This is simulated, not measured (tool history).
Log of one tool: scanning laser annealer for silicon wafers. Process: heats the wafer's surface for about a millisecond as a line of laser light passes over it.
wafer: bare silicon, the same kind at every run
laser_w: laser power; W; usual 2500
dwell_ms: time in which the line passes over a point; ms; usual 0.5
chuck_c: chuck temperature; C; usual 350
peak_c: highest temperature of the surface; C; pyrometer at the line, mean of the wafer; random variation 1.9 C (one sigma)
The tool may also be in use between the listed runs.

Run 1, day 0: usual settings. Result: peak_c 1070 C.
Run 2, day 1.988: usual settings but laser_w 2494 W. Result: peak_c 1068 C.
Run 3, day 3.233: usual settings. Result: peak_c 1073 C.
Run 4, day 5.312: usual settings. Result: peak_c 1062 C.
Run 5, day 7.479: usual settings. Result: peak_c 1061 C.
Run 6, day 9.071: usual settings. Result: peak_c 1066 C.
Run 7, day 11.054: usual settings but dwell_ms 0.389 ms. Result: peak_c 980 C.
Run 8, day 12.933: usual settings but dwell_ms 0.389 ms. Result: peak_c 983 C.
Run 9, day 15.55: usual settings but dwell_ms 0.389 ms, chuck_c 379 C. Result: peak_c 1006 C.
Run 10, day 18.379: usual settings. Result: peak_c 1061 C.
At day 20.462: window over the wafer cleaned.
Run 11, day 20.796: usual settings but chuck_c 337 C. Result: peak_c 1061 C.
Run 12, day 23.425: usual settings but laser_w 2543 W. Result: peak_c 1090 C.
Run 13, day 25.583: usual settings but laser_w 2543 W, dwell_ms 0.402 ms. Result: peak_c 1012 C.
Run 14, day 27.396: usual settings but dwell_ms 0.568 ms. Result: peak_c 1118 C.
At day 27.775: laser's power meter calibrated.
Run 15, day 29.7: usual settings but dwell_ms 0.568 ms. Result: peak_c 1119 C.
Run 16, day 32.1: usual settings but dwell_ms 0.361 ms, chuck_c 385 C. Result: peak_c 1000 C.
Run 17, day 33.612: usual settings but dwell_ms 0.361 ms, chuck_c 385 C. Result: peak_c 998 C.
Run 18, day 34.896: usual settings but laser_w 2298 W, dwell_ms 0.473 ms, chuck_c 385 C. Result: peak_c 1027 C.
Run 19, day 37.017: usual settings but chuck_c 322 C. Result: peak_c 1036 C.
At day 39.533: optics aligned, line set to its width.
Run 20, day 39.554: usual settings but laser_w 2563 W, dwell_ms 0.401 ms, chuck_c 380 C. Result: peak_c 1051 C.
Run 21, day 41.442: usual settings but laser_w 2563 W, dwell_ms 0.401 ms, chuck_c 380 C. Result: peak_c 1051 C.
At day 42.079: laser's power meter calibrated, once more.
Run 22, day 43.312: usual settings but laser_w 2745 W, dwell_ms 0.385 ms, chuck_c 336 C. Result: peak_c 1032 C.
Run 23, day 45.554: usual settings but dwell_ms 0.477 ms, chuck_c 385 C. Result: peak_c 1090 C.
Run 24, day 47.175: usual settings but laser_w 2710 W, dwell_ms 0.493 ms, chuck_c 326 C. Result: peak_c 1098 C.
Run 25, day 49.054: usual settings but laser_w 2167 W, dwell_ms 0.493 ms, chuck_c 376 C. Result: peak_c 993 C.
Run 26, day 50.362: usual settings but dwell_ms 0.446 ms. Result: peak_c 1027 C.
Run 27, day 52.529: usual settings but dwell_ms 0.446 ms. Result: peak_c 1024 C.
Run 28, day 53.812: usual settings but laser_w 2544 W, dwell_ms 0.446 ms. Result: peak_c 1039 C.
Run 29, day 56.267: usual settings but laser_w 2199 W, dwell_ms 0.446 ms. Result: peak_c 941 C.
Run 30, day 58.317: usual settings but laser_w 2199 W, dwell_ms 0.446 ms. Result: peak_c 941 C.

4 ways to go on from here, each from the tool as it stands after run 30. What would each give?
At day 60.367: window over the wafer cleaned.
Run A, day 61.188: usual settings but chuck_c 383 C. Result: peak_c ?.
At day 60.367: window over the wafer cleaned.
Run B, day 61.188: usual settings but laser_w 2422 W, dwell_ms 0.551 ms, chuck_c 362 C. Result: peak_c ?.
At day 60.367: window over the wafer cleaned.
Run C, day 61.188: usual settings but laser_w 2471 W, dwell_ms 0.446 ms, chuck_c 369 C. Result: peak_c ?.
At day 60.367: window over the wafer cleaned.
Run D, day 61.188: usual settings but laser_w 2741 W, dwell_ms 0.488 ms, chuck_c 325 C. Result: peak_c ?.

run  peak_c
  A    1115
  B    1104
  C    1053
  D    1118
Without the tool's hidden state the same runs would have given:
run  peak_c
  A    1121
  B    1111
  C    1059
  D    1125
